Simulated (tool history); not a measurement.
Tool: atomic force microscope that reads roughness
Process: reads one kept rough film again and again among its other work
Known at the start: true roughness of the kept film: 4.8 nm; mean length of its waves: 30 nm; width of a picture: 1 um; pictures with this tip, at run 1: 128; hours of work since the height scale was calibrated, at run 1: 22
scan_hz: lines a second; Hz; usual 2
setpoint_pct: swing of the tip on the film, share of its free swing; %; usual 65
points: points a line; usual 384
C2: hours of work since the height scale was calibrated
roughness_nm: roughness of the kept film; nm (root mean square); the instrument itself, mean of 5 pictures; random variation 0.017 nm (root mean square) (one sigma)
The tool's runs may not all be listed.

Run 1, hour 0: usual settings; pictures with this tip 128; C2 22. Result: roughness_nm 3.444 nm (root mean square).
Run 2, hour 9.6: usual settings; pictures with this tip 143; C2 26. Result: roughness_nm 3.34 nm (root mean square).
Run 3, hour 14.5: usual settings; pictures with this tip 151; C2 29. Result: roughness_nm 3.302 nm (root mean square).
Run 4, hour 22.6: usual settings; pictures with this tip 164; C2 32. Result: roughness_nm 3.228 nm (root mean square).
Run 5, hour 28.2: usual settings; pictures with this tip 173; C2 35. Result: roughness_nm 3.212 nm (root mean square).
Run 6, hour 36.1: usual settings; pictures with this tip 185; C2 39. Result: roughness_nm 3.155 nm (root mean square).
At hour 38.9: new tip fitted.
Run 7, hour 48.1: usual settings but scan_hz 2.9 Hz; pictures with this tip 15; C2 45. Result: roughness_nm 3.985 nm (root mean square).
Run 8, hour 56.9: usual settings but scan_hz 2.9 Hz; pictures with this tip 29; C2 49. Result: roughness_nm 3.898 nm (root mean square).
Run 9, hour 65.2: usual settings but scan_hz 2.9 Hz; pictures with this tip 42; C2 53. Result: roughness_nm 3.816 nm (root mean square).
Run 10, hour 74: usual settings but scan_hz 2.9 Hz; pictures with this tip 56; C2 57. Result: roughness_nm 3.708 nm (root mean square).
Run 11, hour 84.3: usual settings but scan_hz 2.9 Hz, setpoint_pct 59 %; pictures with this tip 72; C2 62. Result: roughness_nm 3.668 nm (root mean square).
Run 12, hour 94.7: usual settings but scan_hz 2.9 Hz, setpoint_pct 59 %; pictures with this tip 89; C2 67. Result: roughness_nm 3.571 nm (root mean square).
Run 13, hour 106.1: usual settings; pictures with this tip 107; C2 73. Result: roughness_nm 3.47 nm (root mean square).
Run 14, hour 115.4: usual settings; pictures with this tip 122; C2 77. Result: roughness_nm 3.411 nm (root mean square).
Run 15, hour 123.6: usual settings; pictures with this tip 135; C2 81. Result: roughness_nm 3.319 nm (root mean square).
Run 16, hour 130.3: usual settings but setpoint_pct 75 %; pictures with this tip 145; C2 84. Result: roughness_nm 3.231 nm (root mean square).
Run 17, hour 141: usual settings; pictures with this tip 162; C2 90. Result: roughness_nm 3.218 nm (root mean square).
Run 18, hour 152: usual settings; pictures with this tip 180; C2 95. Result: roughness_nm 3.105 nm (root mean square).
At hour 158: new tip fitted.
Run 19, hour 161.8: usual settings but scan_hz 1.6 Hz; pictures with this tip 6; C2 99. Result: roughness_nm 4.092 nm (root mean square).
Run 20, hour 171.7: usual settings but scan_hz 1.6 Hz; pictures with this tip 21; C2 104. Result: roughness_nm 4.039 nm (root mean square).
Run 21, hour 182.8: usual settings but points 375; pictures with this tip 39; C2 110. Result: roughness_nm 3.88 nm (root mean square).
Run 22, hour 192.6: usual settings but points 375; pictures with this tip 55; C2 114. Result: roughness_nm 3.787 nm (root mean square).
Run 23, hour 201.7: usual settings but setpoint_pct 79 %; pictures with this tip 69; C2 119. Result: roughness_nm 3.604 nm (root mean square).
Run 24, hour 209.9: usual settings but setpoint_pct 69 %; pictures with this tip 82; C2 123. Result: roughness_nm 3.609 nm (root mean square).
Run 25, hour 215.6: usual settings; pictures with this tip 91; C2 126. Result: roughness_nm 3.56 nm (root mean square).
Run 26, hour 225.6: usual settings; pictures with this tip 107; C2 130. Result: roughness_nm 3.486 nm (root mean square).
Run 27, hour 233: usual settings but scan_hz 3.66 Hz, setpoint_pct 58 %, points 593; pictures with this tip 119; C2 134. Result: roughness_nm 3.421 nm (root mean square).
Run 28, hour 242.1: usual settings but scan_hz 3.66 Hz, setpoint_pct 62 %, points 835; pictures with this tip 134; C2 138. Result: roughness_nm 3.325 nm (root mean square).
Run 29, hour 247.1: usual settings but scan_hz 1.33 Hz, setpoint_pct 72 %, points 403; pictures with this tip 142; C2 141. Result: roughness_nm 3.306 nm (root mean square).
Run 30, hour 254.1: usual settings but scan_hz 1.36 Hz, setpoint_pct 58 %, points 534; pictures with this tip 153; C2 144. Result: roughness_nm 3.289 nm (root mean square).
Run 31, hour 260.7: usual settings but scan_hz 2.78 Hz, setpoint_pct 71 %, points 534; pictures with this tip 163; C2 147. Result: roughness_nm 3.165 nm (root mean square).
Run 32, hour 272.3: usual settings but scan_hz 1.68 Hz, setpoint_pct 89 %, points 392; pictures with this tip 182; C2 153. Result: roughness_nm 3.001 nm (root mean square).
At hour 277.1: new tip fitted.
Run 33, hour 277.9: usual settings but scan_hz 0.85 Hz, setpoint_pct 63 %, points 752; pictures with this tip 1; C2 155. Result: roughness_nm 4.266 nm (root mean square).
Run 34, hour 284.5: usual settings but scan_hz 0.85 Hz, setpoint_pct 63 %, points 752; pictures with this tip 11; C2 159. Result: roughness_nm 4.216 nm (root mean square).
Run 35, hour 293.1: usual settings but scan_hz 0.85 Hz, setpoint_pct 85 %, points 310; pictures with this tip 25; C2 163. Result: roughness_nm 3.971 nm (root mean square).
Run 36, hour 298.1: usual settings but scan_hz 0.85 Hz, setpoint_pct 85 %, points 310; pictures with this tip 33; C2 165. Result: roughness_nm 3.916 nm (root mean square).
Run 37, hour 306.9: usual settings but scan_hz 0.85 Hz, setpoint_pct 85 %, points 310; pictures with this tip 47; C2 170. Result: roughness_nm 3.779 nm (root mean square).
Run 38, hour 314.1: usual settings but scan_hz 1.6 Hz; pictures with this tip 58; C2 173. Result: roughness_nm 3.799 nm (root mean square).
Run 39, hour 319.2: usual settings but scan_hz 3.12 Hz, points 961; pictures with this tip 67; C2 175. Result: roughness_nm 3.699 nm (root mean square).
Run 40, hour 324.8: usual settings but scan_hz 1.64 Hz, points 961; pictures with this tip 75; C2 178. Result: roughness_nm 3.694 nm (root mean square).
Run 41, hour 330.8: usual settings but scan_hz 1.21 Hz, setpoint_pct 86 %, points 319; pictures with this tip 85; C2 181. Result: roughness_nm 3.522 nm (root mean square).
Run 42, hour 342.6: usual settings but scan_hz 0.66 Hz, setpoint_pct 82 %; pictures with this tip 104; C2 187. Result: roughness_nm 3.525 nm (root mean square).
Run 43, hour 352.8: usual settings but scan_hz 0.62 Hz, points 916; pictures with this tip 120; C2 192. Result: roughness_nm 3.521 nm (root mean square).
Run 44, hour 358.6: usual settings but scan_hz 0.9 Hz, setpoint_pct 86 %; pictures with this tip 129; C2 195. Result: roughness_nm 3.372 nm (root mean square).
Run 45, hour 368.1: usual settings but scan_hz 1.35 Hz, setpoint_pct 86 %; pictures with this tip 144; C2 199. Result: roughness_nm 3.205 nm (root mean square).
Run 46, hour 375.2: usual settings but scan_hz 1.35 Hz, setpoint_pct 86 %; pictures with this tip 156; C2 203. Result: roughness_nm 3.143 nm (root mean square).
Run 47, hour 383.9: usual settings but scan_hz 1.72 Hz, setpoint_pct 70 %; pictures with this tip 170; C2 207. Result: roughness_nm 3.165 nm (root mean square).
Run 48, hour 393.3: usual settings but scan_hz 1.92 Hz, setpoint_pct 60 %, points 275; pictures with this tip 185; C2 211. Result: roughness_nm 3.11 nm (root mean square).
At hour 395.7: new tip fitted.
Run 49, hour 401.3: usual settings but scan_hz 2.11 Hz, setpoint_pct 82 %, points 485; pictures with this tip 9; C2 215. Result: roughness_nm 3.922 nm (root mean square).
Run 50, hour 408.9: usual settings but scan_hz 2.11 Hz, setpoint_pct 82 %, points 485; pictures with this tip 21; C2 219. Result: roughness_nm 3.866 nm (root mean square).
Run 51, hour 418.4: usual settings but setpoint_pct 61 %, points 441; pictures with this tip 36; C2 223. Result: roughness_nm 3.915 nm (root mean square).
Run 52, hour 428.4: usual settings but scan_hz 1.22 Hz, points 726; pictures with this tip 52; C2 228. Result: roughness_nm 3.917 nm (root mean square).

Hidden state or all else? Some run-to-run changes of roughness_nm, split into what the settings, what came in and random variation would give without the hidden state, and what is left for the hidden state (with any gauge scatter that isn't in both results):
The hidden state here: radius of the tip, nm; height scale over the true one, %; drift of the gauge itself on roughness_nm, %.
Run 6 -> 7: scan_hz 2 -> 2.9, new tip fitted. roughness_nm +0.83 nm (root mean square): hidden state +0.898, all else -0.068.
Run 18 -> 19: scan_hz 2 -> 1.6, new tip fitted. roughness_nm +0.987 nm (root mean square): hidden state +0.966, all else +0.021.
Run 32 -> 33: scan_hz 1.68 -> 0.85, setpoint_pct 89 -> 63, points 392 -> 752, new tip fitted. roughness_nm +1.265 nm (root mean square): hidden state +1.007, all else +0.258.
Run 48 -> 49: scan_hz 1.92 -> 2.11, setpoint_pct 60 -> 82, points 275 -> 485, new tip fitted. roughness_nm +0.812 nm (root mean square): hidden state +0.994, all else -0.182.
